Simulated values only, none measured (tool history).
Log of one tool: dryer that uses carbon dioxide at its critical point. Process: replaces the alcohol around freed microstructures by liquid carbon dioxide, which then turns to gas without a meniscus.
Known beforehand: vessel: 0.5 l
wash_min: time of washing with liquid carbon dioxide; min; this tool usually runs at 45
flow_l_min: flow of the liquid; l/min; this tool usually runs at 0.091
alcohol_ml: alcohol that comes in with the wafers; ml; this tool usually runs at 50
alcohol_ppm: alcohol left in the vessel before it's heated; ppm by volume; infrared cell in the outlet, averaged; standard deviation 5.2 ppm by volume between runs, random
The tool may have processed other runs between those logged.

run,hour,wash_min,flow_l_min,alcohol_ml,alcohol_ppm
1,0,45,0.091,50,195
2,14.6,45,0.091,50,192
3,32.1,61,0.091,50,98
4,59.6,61,0.091,50,105
5,83.1,33,0.091,50,813
6,96.5,45,0.0911,50,209
7,112.8,45,0.0911,50,216
8,144.2,45,0.0911,50,219
9,171.3,45,0.0911,50,239
10,187.2,45,0.1504,50,108
11,212.6,45,0.1504,50,120
12,243.7,45,0.1504,50,121
13,262.1,45,0.1504,50,131
14,280.4,45,0.1504,50,118
15,308,64,0.0732,93,250
16,321.7,64,0.0732,93,236
17,353.4,29,0.133,21,208
18,375.6,29,0.133,21,214
19,405.8,37,0.091,50,667
20,433.7,49,0.0898,43,230
21,457,49,0.0898,43,236
22,480.8,49,0.0898,43,237
23,510.6,38,0.1335,119,224
24,529.9,38,0.1335,119,227
25,559.9,38,0.1335,119,237
26,574.7,38,0.1335,119,246

Below are 4 alternative next runs, each starting from the tool's condition after run 26. Predict each:
A,605,52,0.1335,36,?
B,605,57,0.1057,41,?
C,605,38,0.1538,90,?
D,605,38,0.0568,81,?

run,alcohol_ppm
A,152
B,170
C,171
D,6786
Take away the tool's hidden state, keep each run's random variation, and the runs would have read:
run,alcohol_ppm
A,2
B,10
C,8
D,4152
